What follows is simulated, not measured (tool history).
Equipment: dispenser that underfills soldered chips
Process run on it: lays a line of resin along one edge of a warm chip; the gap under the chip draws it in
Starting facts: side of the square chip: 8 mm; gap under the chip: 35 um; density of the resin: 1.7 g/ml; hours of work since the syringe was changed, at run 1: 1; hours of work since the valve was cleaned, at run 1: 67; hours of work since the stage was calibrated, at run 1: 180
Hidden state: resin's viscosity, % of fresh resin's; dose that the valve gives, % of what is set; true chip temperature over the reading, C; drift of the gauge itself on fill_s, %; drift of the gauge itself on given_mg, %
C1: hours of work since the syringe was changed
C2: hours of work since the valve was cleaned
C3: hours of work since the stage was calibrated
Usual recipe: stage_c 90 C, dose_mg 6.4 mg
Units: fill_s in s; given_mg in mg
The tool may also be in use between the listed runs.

{"run": 1, "hour": 0.0, "stage_c": 90, "dose_mg": 6.4, "C1": 1, "C2": 67, "C3": 180, "fill_s": 156.1, "given_mg": 6.09}
{"hour": 3.6, "done": "dispensing valve cleaned and set on the balance"}
{"run": 2, "hour": 8.2, "stage_c": 90, "dose_mg": 6.4, "C1": 6, "C2": 3, "C3": 185, "fill_s": 237.7, "given_mg": 6.42}
{"run": 3, "hour": 14.1, "stage_c": 90, "dose_mg": 6.4, "C1": 10, "C2": 8, "C3": 189, "fill_s": 339.6, "given_mg": 6.39}
{"hour": 15.0, "done": "new syringe of resin"}
{"run": 4, "hour": 20.6, "stage_c": 90, "dose_mg": 6.4, "C1": 4, "C2": 12, "C3": 194, "fill_s": 209.9, "given_mg": 6.35}
{"run": 5, "hour": 24.4, "stage_c": 90, "dose_mg": 8.13, "C1": 7, "C2": 15, "C3": 197, "fill_s": 262.4, "given_mg": 8.06}
{"run": 6, "hour": 29.0, "stage_c": 105, "dose_mg": 6.4, "C1": 10, "C2": 19, "C3": 200, "fill_s": 173.3, "given_mg": 6.35}
{"hour": 30.2, "done": "new syringe of resin"}
{"run": 7, "hour": 33.2, "stage_c": 90, "dose_mg": 7.56, "C1": 2, "C2": 22, "C3": 203, "fill_s": 175.5, "given_mg": 7.47}
{"run": 8, "hour": 36.8, "stage_c": 90, "dose_mg": 6.4, "C1": 5, "C2": 24, "C3": 206, "fill_s": 222.8, "given_mg": 6.28}
{"run": 9, "hour": 44.2, "stage_c": 90, "dose_mg": 6.4, "C1": 10, "C2": 30, "C3": 211, "fill_s": 341.1, "given_mg": 6.26}
{"hour": 45.0, "done": "new syringe of resin"}
{"run": 10, "hour": 49.0, "stage_c": 90, "dose_mg": 6.4, "C1": 3, "C2": 33, "C3": 214, "fill_s": 194.2, "given_mg": 6.28}
{"run": 11, "hour": 52.6, "stage_c": 90, "dose_mg": 6.4, "C1": 6, "C2": 36, "C3": 217, "fill_s": 235.8, "given_mg": 6.29}
{"run": 12, "hour": 56.1, "stage_c": 96, "dose_mg": 6.4, "C1": 8, "C2": 38, "C3": 220, "fill_s": 219.3, "given_mg": 6.2}
{"hour": 59.8, "done": "new syringe of resin"}
{"run": 13, "hour": 61.9, "stage_c": 90, "dose_mg": 7.87, "C1": 2, "C2": 42, "C3": 224, "fill_s": 170.9, "given_mg": 7.64}
{"run": 14, "hour": 66.6, "stage_c": 81, "dose_mg": 6.4, "C1": 5, "C2": 46, "C3": 227, "fill_s": 358.2, "given_mg": 6.22}
{"run": 15, "hour": 70.7, "stage_c": 81, "dose_mg": 8.22, "C1": 8, "C2": 49, "C3": 230, "fill_s": 454.5, "given_mg": 7.98}
{"hour": 74.7, "done": "new syringe of resin"}
{"run": 16, "hour": 74.8, "stage_c": 81, "dose_mg": 6.49, "C1": 0, "C2": 52, "C3": 233, "fill_s": 239, "given_mg": 6.29}
{"run": 17, "hour": 82.7, "stage_c": 81, "dose_mg": 6.49, "C1": 6, "C2": 58, "C3": 239, "fill_s": 379.1, "given_mg": 6.28}
{"hour": 89.5, "done": "new syringe of resin"}
{"run": 18, "hour": 90.8, "stage_c": 81, "dose_mg": 6.49, "C1": 1, "C2": 63, "C3": 245, "fill_s": 253.1, "given_mg": 6.28}
{"run": 19, "hour": 94.1, "stage_c": 78, "dose_mg": 5.92, "C1": 3, "C2": 66, "C3": 247, "fill_s": 367.9, "given_mg": 5.71}
{"hour": 99.3, "done": "dispensing valve cleaned and set on the balance"}
{"run": 20, "hour": 100.8, "stage_c": 96, "dose_mg": 5.93, "C1": 8, "C2": 1, "C3": 252, "fill_s": 208.9, "given_mg": 5.94}
{"hour": 105.4, "done": "new syringe of resin"}
{"run": 21, "hour": 105.4, "stage_c": 77, "dose_mg": 7.38, "C1": 0, "C2": 4, "C3": 255, "fill_s": 287.1, "given_mg": 7.34}
{"run": 22, "hour": 110.1, "stage_c": 103, "dose_mg": 6.14, "C1": 4, "C2": 8, "C3": 258, "fill_s": 109.2, "given_mg": 6.1}
{"run": 23, "hour": 114.1, "stage_c": 99, "dose_mg": 7.55, "C1": 7, "C2": 11, "C3": 261, "fill_s": 165.6, "given_mg": 7.58}
{"hour": 120.5, "done": "new syringe of resin"}
{"run": 24, "hour": 120.9, "stage_c": 99, "dose_mg": 7.55, "C1": 0, "C2": 16, "C3": 266, "fill_s": 98.7, "given_mg": 7.45}
{"run": 25, "hour": 125.1, "stage_c": 88, "dose_mg": 8.22, "C1": 3, "C2": 19, "C3": 269, "fill_s": 218.3, "given_mg": 8.13}
{"run": 26, "hour": 131.5, "stage_c": 88, "dose_mg": 8.22, "C1": 8, "C2": 23, "C3": 274, "fill_s": 317.7, "given_mg": 8.14}
{"hour": 135.4, "done": "new syringe of resin"}
{"run": 27, "hour": 137.9, "stage_c": 88, "dose_mg": 8.22, "C1": 2, "C2": 28, "C3": 278, "fill_s": 190.4, "given_mg": 8.12}
{"run": 28, "hour": 143.1, "stage_c": 92, "dose_mg": 6.95, "C1": 6, "C2": 32, "C3": 282, "fill_s": 217.5, "given_mg": 6.9}
{"run": 29, "hour": 147.2, "stage_c": 83, "dose_mg": 5.61, "C1": 9, "C2": 35, "C3": 285, "fill_s": 440.6, "given_mg": 5.5}
{"hour": 150.2, "done": "new syringe of resin"}
{"run": 30, "hour": 154.4, "stage_c": 84, "dose_mg": 6.51, "C1": 3, "C2": 40, "C3": 290, "fill_s": 266.6, "given_mg": 6.38}
{"run": 31, "hour": 160.0, "stage_c": 82, "dose_mg": 7.76, "C1": 7, "C2": 44, "C3": 295, "fill_s": 403.2, "given_mg": 7.57}
{"run": 32, "hour": 163.9, "stage_c": 82, "dose_mg": 7.76, "C1": 10, "C2": 47, "C3": 298, "fill_s": 505.9, "given_mg": 7.6}
{"hour": 165.1, "done": "new syringe of resin"}
{"run": 33, "hour": 168.9, "stage_c": 94, "dose_mg": 7.27, "C1": 3, "C2": 51, "C3": 301, "fill_s": 154.7, "given_mg": 7.09}
{"run": 34, "hour": 175.0, "stage_c": 83, "dose_mg": 7.95, "C1": 7, "C2": 55, "C3": 306, "fill_s": 387.6, "given_mg": 7.69}
{"hour": 180.0, "done": "new syringe of resin"}
{"run": 35, "hour": 181.3, "stage_c": 83, "dose_mg": 7.95, "C1": 1, "C2": 60, "C3": 310, "fill_s": 239, "given_mg": 7.68}
{"run": 36, "hour": 185.2, "stage_c": 83, "dose_mg": 7.95, "C1": 4, "C2": 62, "C3": 313, "fill_s": 295.2, "given_mg": 7.7}

Below are 3 alternative next runs, each starting from the tool's condition after run 36. Predict each:
{"run": "A", "hour": 190.2, "stage_c": 95, "dose_mg": 7.47, "C1": 8, "C2": 66, "C3": 317, "fill_s": "?", "given_mg": "?"}
{"run": "B", "hour": 190.2, "stage_c": 77, "dose_mg": 5.78, "C1": 8, "C2": 66, "C3": 317, "fill_s": "?", "given_mg": "?"}
{"run": "C", "hour": 190.2, "stage_c": 104, "dose_mg": 6.09, "C1": 8, "C2": 66, "C3": 317, "fill_s": "?", "given_mg": "?"}

run=A fill_s=220.9 given_mg=7.16
run=B fill_s=559.7 given_mg=5.57
run=C fill_s=146.3 given_mg=5.86
Stripped of hidden state, with their random variation kept, the same runs would have yielded:
run=A fill_s=112 given_mg=7.43
run=B fill_s=280.9 given_mg=5.78
run=C fill_s=74.1 given_mg=6.08
